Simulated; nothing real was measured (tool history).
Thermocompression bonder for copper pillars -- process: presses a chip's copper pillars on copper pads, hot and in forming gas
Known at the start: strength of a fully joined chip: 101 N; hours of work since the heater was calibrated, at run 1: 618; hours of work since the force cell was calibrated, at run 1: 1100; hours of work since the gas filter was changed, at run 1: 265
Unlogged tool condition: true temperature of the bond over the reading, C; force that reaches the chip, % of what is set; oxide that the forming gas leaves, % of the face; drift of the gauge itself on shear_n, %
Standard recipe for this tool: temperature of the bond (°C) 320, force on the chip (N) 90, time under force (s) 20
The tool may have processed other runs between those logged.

run   hour  temperature of the bond (°C)  force on the chip (N)  time under force (s)  hours of work since the heater was calibrated  hours of work since the force cell was calibrated  hours of work since the gas filter was changed  force that shears a chip off (N)
  1    0.0                           320                     90                    20                                            618                                               1100                                             265                              66.1
       7.1  -- force cell calibrated
  2   26.2                           320                     90                    20                                            632                                                 11                                             279                              63.1
  3   56.5                           320                     90                    20                                            649                                                 28                                             296                              63.2
  4   77.8                           320                     90                    20                                            661                                                 40                                             309                              63.1
  5  105.0                           320                     90                    20                                            677                                                 56                                             324                              63.3
  6  137.1                           320                     90                    20                                            695                                                 74                                             342                              62.9
  7  164.4                           320                     90                    20                                            711                                                 90                                             358                              61.9
  8  184.3                           320                     78                    20                                            722                                                101                                             369                              56.1
  9  213.3                           320                     78                    20                                            739                                                118                                             386                              56.1
 10  250.5                           320                     78                    20                                            760                                                139                                             407                              55.9
 11  283.8                           320                     78                    20                                            779                                                158                                             426                              55.9
 12  312.7                           320                     78                    20                                            796                                                175                                             443                              55.4
 13  328.7                           320                     78                    20                                            805                                                184                                             452                              55.7
 14  360.1                           320                     78                    20                                            823                                                202                                             470                              55.8
     364.5  -- forming gas filter changed
 15  382.9                           320                     78                    20                                            836                                                215                                              11                              57.8
 16  413.1                           320                     78                    20                                            853                                                232                                              28                              57.8
 17  439.7                           320                     78                    20                                            868                                                247                                              43                              57.5
 18  468.3                           320                    135                    20                                            885                                                264                                              59                              82.6
 19  500.3                           320                    135                    20                                            903                                                282                                              78                              82.8
 20  519.6                           320                     56                    20                                            914                                                293                                              89                              42.8

Expected results for the next run?
 21  539.6                           320                     56                    20                                            925                                                304                                             100                                 ?

Run 21 yielded force that shears a chip off (N) 43.0.
Without the tool's hidden state the same run would have given force that shears a chip off (N) 44.2.

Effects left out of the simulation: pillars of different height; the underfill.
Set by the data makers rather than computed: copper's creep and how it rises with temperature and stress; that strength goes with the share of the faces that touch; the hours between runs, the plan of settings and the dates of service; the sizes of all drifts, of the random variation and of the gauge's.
